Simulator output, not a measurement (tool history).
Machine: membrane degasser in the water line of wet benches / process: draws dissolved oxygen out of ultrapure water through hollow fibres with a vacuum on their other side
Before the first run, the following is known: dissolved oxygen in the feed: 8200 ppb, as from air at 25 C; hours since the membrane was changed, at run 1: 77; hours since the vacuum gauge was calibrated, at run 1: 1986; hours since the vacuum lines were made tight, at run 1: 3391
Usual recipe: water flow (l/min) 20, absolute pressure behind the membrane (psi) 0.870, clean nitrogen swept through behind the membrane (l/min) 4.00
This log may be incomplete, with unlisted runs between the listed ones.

run	hour	water flow (l/min)	absolute pressure behind the membrane (psi)	clean nitrogen swept through behind the membrane (l/min)	hours since the membrane was changed	hours since the vacuum gauge was calibrated	hours since the vacuum lines were made tight	dissolved oxygen in the water behind the degasser (ppb)	pressure that the water loses in the fibres (psi)
1	0.0	20	0.870	4.00	77	1986	3391	188.2	8.509
2	39.5	20	0.870	4.00	116	2026	3430	186.0	8.560
3	73.3	20	0.870	4.00	150	2059	3464	183.6	8.592
4	138.7	17	0.870	4.00	216	2125	3530	146.3	7.248
5	185.7	28	0.870	4.00	263	2172	3577	294.3	12.031
6	231.9	28	0.870	4.00	309	2218	3623	296.0	11.960
7	271.1	20	0.870	4.00	348	2257	3662	184.5	8.615
8	308.9	20	0.870	4.00	386	2295	3700	181.8	8.585
9	341.4	20	0.870	4.00	418	2327	3732	186.7	8.582
10	395.0	20	0.870	4.00	472	2381	3786	189.9	8.525
11	439.6	20	1.436	4.00	516	2426	3830	232.8	8.586
12	474.8	20	1.436	4.00	552	2461	3866	229.7	8.617
13	521.5	20	1.436	4.00	598	2507	3912	235.2	8.673
14	567.7	20	0.616	4.00	644	2554	3958	167.9	8.570
15	616.3	20	0.616	4.00	693	2602	4007	168.8	8.569
16	683.1	20	0.616	4.00	760	2669	4074	166.0	8.604
17	726.2	20	1.671	1.95	803	2712	4117	347.6	8.541
18	792.7	20	1.671	1.95	869	2779	4184	352.4	8.569
19	847.5	22	1.168	1.95	924	2833	4238	301.8	9.517
20	896.6	20	1.092	1.85	973	2883	4287	261.8	8.591
21	942.5	20	0.962	11.78	1019	2928	4333	170.4	8.627
22	973.1	20	0.962	4.00	1050	2959	4364	197.5	8.622
23	1011.1	15	0.949	4.00	1088	2997	4402	129.1	6.495
24	1065.1	15	0.949	4.00	1142	3051	4456	129.4	6.477
25	1125.5	15	0.949	3.61	1202	3111	4516	134.9	6.443
26	1167.4	15	0.949	3.61	1244	3153	4558	129.4	6.488
27	1230.9	31	0.744	5.21	1308	3217	4622	326.1	13.416
28	1291.9	21	0.744	3.47	1369	3278	4683	205.0	9.100
29	1348.4	21	0.744	3.47	1425	3334	4739	198.2	9.065
30	1393.5	21	0.744	3.47	1470	3379	4784	202.8	9.036
31	1424.1	20	0.632	4.00	1501	3410	4815	173.4	8.659
32	1463.2	12	1.783	2.36	1540	3449	4854	179.9	5.179

How would selected steps in dissolved oxygen in the water behind the degasser (ppb) from run to run divide? Give the signed amount a tool lacking its hidden state would still show from settings, what came in and random variation, and the signed amount left for the hidden state, including any gauge scatter that is not in both of the compared results.
Hidden conditions of the tool in this case: membrane still open, %; true pressure behind the membrane over the reading, kPa; air that leaks in behind the membrane, l/min; drift of the gauge itself on oxygen_ppb, %; drift of the gauge itself on loss_of_pressure_kpa, %.
Run 4 -> 5: water flow (l/min) 17 -> 28. dissolved oxygen in the water behind the degasser (ppb) +148.0: hidden state +1.8, all else +146.2.
Run 16 -> 17: absolute pressure behind the membrane (psi) 0.616 -> 1.671, clean nitrogen swept through behind the membrane (l/min) 4.00 -> 1.95. dissolved oxygen in the water behind the degasser (ppb) +181.6: hidden state +2.8, all else +178.8.
Run 20 -> 21: absolute pressure behind the membrane (psi) 1.092 -> 0.962, clean nitrogen swept through behind the membrane (l/min) 1.85 -> 11.78. dissolved oxygen in the water behind the degasser (ppb) -91.4: hidden state -3.5, all else -87.9.
Run 26 -> 27: water flow (l/min) 15 -> 31, absolute pressure behind the membrane (psi) 0.949 -> 0.744, clean nitrogen swept through behind the membrane (l/min) 3.61 -> 5.21. dissolved oxygen in the water behind the degasser (ppb) +196.7: hidden state +7.0, all else +189.7.
